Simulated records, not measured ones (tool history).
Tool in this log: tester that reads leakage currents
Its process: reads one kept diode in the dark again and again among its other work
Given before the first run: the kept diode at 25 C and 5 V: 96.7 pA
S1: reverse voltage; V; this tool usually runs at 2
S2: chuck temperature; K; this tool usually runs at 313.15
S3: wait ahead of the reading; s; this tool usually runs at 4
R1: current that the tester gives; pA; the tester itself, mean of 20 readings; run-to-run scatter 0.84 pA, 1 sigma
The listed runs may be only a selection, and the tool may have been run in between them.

Run 1, hour 0: usual settings. Result: R1 281.2 pA.
Run 2, hour 70.3: usual settings. Result: R1 280.09 pA.
Run 3, hour 140.7: usual settings. Result: R1 280.07 pA.
Run 4, hour 204.8: usual settings but S1 1.67 V. Result: R1 265.56 pA.
Run 5, hour 288.5: usual settings. Result: R1 281 pA.
Run 6, hour 343.2: usual settings. Result: R1 279.62 pA.
Run 7, hour 381: usual settings. Result: R1 280.67 pA.
Run 8, hour 462.4: usual settings. Result: R1 280.67 pA.
Run 9, hour 519.5: usual settings. Result: R1 281.01 pA.
Run 10, hour 598.8: usual settings. Result: R1 280.15 pA.
Run 11, hour 642.5: usual settings. Result: R1 280.2 pA.
Run 12, hour 705.5: usual settings but S1 1.02 V, S2 316.15 K. Result: R1 292.94 pA.
Run 13, hour 757.4: usual settings but S1 13.88 V, S2 310.15 K, S3 0.5 s. Result: R1 403.22 pA.
Run 14, hour 825.6: usual settings but S2 325.15 K. Result: R1 755.72 pA.
Run 15, hour 881.5: usual settings but S2 325.15 K. Result: R1 759.02 pA.
Run 16, hour 940: usual settings but S1 6.72 V, S2 314.15 K. Result: R1 450.78 pA.
Run 17, hour 1019.1: usual settings but S1 6.72 V, S2 314.15 K, S3 2.18 s. Result: R1 451.58 pA.
Run 18, hour 1094.9: usual settings but S1 6.72 V, S2 314.15 K, S3 2.18 s. Result: R1 452.85 pA.

The log once held 1 entry between its listed runs, left out of this copy. Where does each go, and what is different about the tool's unlogged condition between the listed run before it and the listed run after it?
After run 5, before run 6: chuck's temperature calibrated (hour 307.3)
  true chuck temperature over the reading, C: 0.02 -> 0
